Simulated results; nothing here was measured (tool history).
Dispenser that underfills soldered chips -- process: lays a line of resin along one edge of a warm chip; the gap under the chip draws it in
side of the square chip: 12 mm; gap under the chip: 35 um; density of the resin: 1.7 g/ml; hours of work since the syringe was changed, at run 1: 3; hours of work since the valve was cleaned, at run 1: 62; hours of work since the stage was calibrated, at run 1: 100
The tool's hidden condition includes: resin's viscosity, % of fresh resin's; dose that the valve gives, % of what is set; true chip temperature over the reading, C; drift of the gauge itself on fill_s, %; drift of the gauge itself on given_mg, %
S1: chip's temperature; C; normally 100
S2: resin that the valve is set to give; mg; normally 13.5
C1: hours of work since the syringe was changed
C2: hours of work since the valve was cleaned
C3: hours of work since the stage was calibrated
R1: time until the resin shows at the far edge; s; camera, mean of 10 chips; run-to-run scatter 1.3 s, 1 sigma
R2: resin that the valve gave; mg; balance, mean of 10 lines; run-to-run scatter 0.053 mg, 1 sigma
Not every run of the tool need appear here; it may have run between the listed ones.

run 1 hour=0.0 | S1=100 S2=13.5 | C1=3 C2=62 C3=100 | R1=157.0 R2=12.75
-- hour=5.2 new syringe of resin
run 2 hour=9.5 | S1=92 S2=13.5 | C1=3 C2=68 C3=106 | R1=222.6 R2=12.75
-- hour=14.6 new syringe of resin
run 3 hour=21.1 | S1=92 S2=13.5 | C1=4 C2=76 C3=113 | R1=237.4 R2=12.70
-- hour=23.4 new syringe of resin
-- hour=32.7 new syringe of resin
run 4 hour=32.9 | S1=92 S2=13.5 | C1=0 C2=83 C3=121 | R1=200.1 R2=12.65
-- hour=42.0 new syringe of resin
run 5 hour=48.3 | S1=92 S2=13.5 | C1=4 C2=93 C3=130 | R1=230.0 R2=12.45
-- hour=51.1 new syringe of resin
run 6 hour=56.8 | S1=92 S2=13.5 | C1=4 C2=98 C3=136 | R1=232.0 R2=12.49
-- hour=60.6 new syringe of resin
-- hour=67.1 dispensing valve cleaned and set on the balance
run 7 hour=68.9 | S1=92 S2=13.5 | C1=5 C2=1 C3=143 | R1=237.4 R2=13.45
-- hour=71.1 new syringe of resin
-- hour=80.2 new syringe of resin
run 8 hour=82.5 | S1=105 S2=13.5 | C1=1 C2=10 C3=151 | R1=118.7 R2=13.41
-- hour=89.0 new syringe of resin
run 9 hour=94.1 | S1=105 S2=13.5 | C1=3 C2=17 C3=158 | R1=125.8 R2=13.31
-- hour=98.7 new syringe of resin
run 10 hour=102.0 | S1=105 S2=13.5 | C1=2 C2=22 C3=163 | R1=120.7 R2=13.31
-- hour=107.6 new syringe of resin
run 11 hour=110.4 | S1=100 S2=14.7 | C1=2 C2=27 C3=169 | R1=149.2 R2=14.27
-- hour=117.3 new syringe of resin
run 12 hour=121.4 | S1=98 S2=13.5 | C1=3 C2=34 C3=176 | R1=173.9 R2=13.10
-- hour=126.1 new syringe of resin
-- hour=135.6 new syringe of resin
run 13 hour=136.1 | S1=98 S2=13.5 | C1=0 C2=43 C3=185 | R1=152.7 R2=13.02
-- hour=144.6 new syringe of resin
run 14 hour=146.8 | S1=98 S2=13.1 | C1=1 C2=50 C3=191 | R1=161.9 R2=12.57
-- hour=153.5 new syringe of resin
run 15 hour=155.3 | S1=100 S2=13.5 | C1=1 C2=55 C3=197 | R1=147.1 R2=13.01
-- hour=162.5 new syringe of resin
run 16 hour=167.3 | S1=100 S2=13.5 | C1=3 C2=63 C3=204 | R1=161.4 R2=12.82
-- hour=171.8 new syringe of resin
run 17 hour=177.0 | S1=100 S2=13.5 | C1=3 C2=69 C3=210 | R1=162.7 R2=12.80
-- hour=181.4 new syringe of resin
run 18 hour=185.8 | S1=112 S2=13.5 | C1=3 C2=74 C3=216 | R1=96.5 R2=12.66
-- hour=190.5 new syringe of resin
run 19 hour=198.4 | S1=112 S2=13.5 | C1=5 C2=82 C3=224 | R1=104.7 R2=12.49
-- hour=200.0 new syringe of resin
-- hour=209.5 new syringe of resin
run 20 hour=213.8 | S1=112 S2=13.5 | C1=3 C2=92 C3=233 | R1=96.7 R2=12.53
-- hour=219.3 new syringe of resin
run 21 hour=225.3 | S1=112 S2=13.5 | C1=4 C2=99 C3=241 | R1=100.7 R2=12.35
-- hour=228.7 new syringe of resin
-- hour=234.2 dispensing valve cleaned and set on the balance
-- hour=239.5 new syringe of resin
run 22 hour=240.4 | S1=109 S2=16.9 | C1=1 C2=4 C3=249 | R1=96.5 R2=16.81
-- hour=248.6 new syringe of resin
run 23 hour=253.2 | S1=89 S2=16.2 | C1=3 C2=12 C3=257 | R1=260.7 R2=15.97
-- hour=258.2 new syringe of resin
run 24 hour=260.8 | S1=90 S2=12.9 | C1=2 C2=17 C3=262 | R1=246.1 R2=12.68
-- hour=267.4 new syringe of resin
run 25 hour=269.9 | S1=91 S2=14.7 | C1=2 C2=22 C3=268 | R1=232.3 R2=14.37
-- hour=277.0 new syringe of resin
run 26 hour=281.5 | S1=113 S2=16.6 | C1=3 C2=30 C3=275 | R1=91.5 R2=16.20
-- hour=286.3 new syringe of resin
run 27 hour=292.3 | S1=96 S2=13.1 | C1=4 C2=36 C3=282 | R1=202.8 R2=12.76
-- hour=296.1 new syringe of resin
-- hour=304.9 new syringe of resin
run 28 hour=308.1 | S1=107 S2=17.3 | C1=2 C2=46 C3=292 | R1=113.4 R2=16.60
-- hour=314.6 new syringe of resin
run 29 hour=319.5 | S1=105 S2=12.1 | C1=3 C2=53 C3=299 | R1=136.2 R2=11.60
-- hour=323.8 new syringe of resin
run 30 hour=328.3 | S1=105 S2=12.1 | C1=3 C2=59 C3=304 | R1=133.6 R2=11.40
-- hour=332.7 new syringe of resin
run 31 hour=338.4 | S1=105 S2=12.1 | C1=4 C2=65 C3=311 | R1=144.3 R2=11.40
-- hour=341.7 new syringe of resin
run 32 hour=344.9 | S1=105 S2=12.1 | C1=2 C2=69 C3=315 | R1=132.6 R2=11.42
-- hour=350.5 new syringe of resin
run 33 hour=355.0 | S1=105 S2=12.1 | C1=3 C2=76 C3=321 | R1=137.0 R2=11.39
-- hour=359.5 new syringe of resin
run 34 hour=363.2 | S1=109 S2=16.2 | C1=2 C2=81 C3=326 | R1=107.0 R2=15.13
-- hour=368.2 new syringe of resin
run 35 hour=370.4 | S1=109 S2=16.2 | C1=1 C2=85 C3=331 | R1=107.6 R2=15.05

Below are 3 alternative next runs, each starting from the tool's condition after run 35. Predict each:
-- hour=377.4 new syringe of resin
run A hour=381.6 | S1=101 S2=12.3 | C1=3 C2=92 C3=338 | R1=? R2=?
-- hour=377.4 new syringe of resin
run B hour=381.6 | S1=105 S2=16.2 | C1=3 C2=92 C3=338 | R1=? R2=?
-- hour=377.4 new syringe of resin
run C hour=381.6 | S1=109 S2=16.5 | C1=3 C2=92 C3=338 | R1=? R2=?

run=A R1=164.0 R2=11.38
run=B R1=132.5 R2=15.04
run=C R1=111.8 R2=15.10
Without the tool's hidden state the same runs would have given:
run=A R1=127.6 R2=12.34
run=B R1=105.0 R2=16.32
run=C R1=88.7 R2=16.39
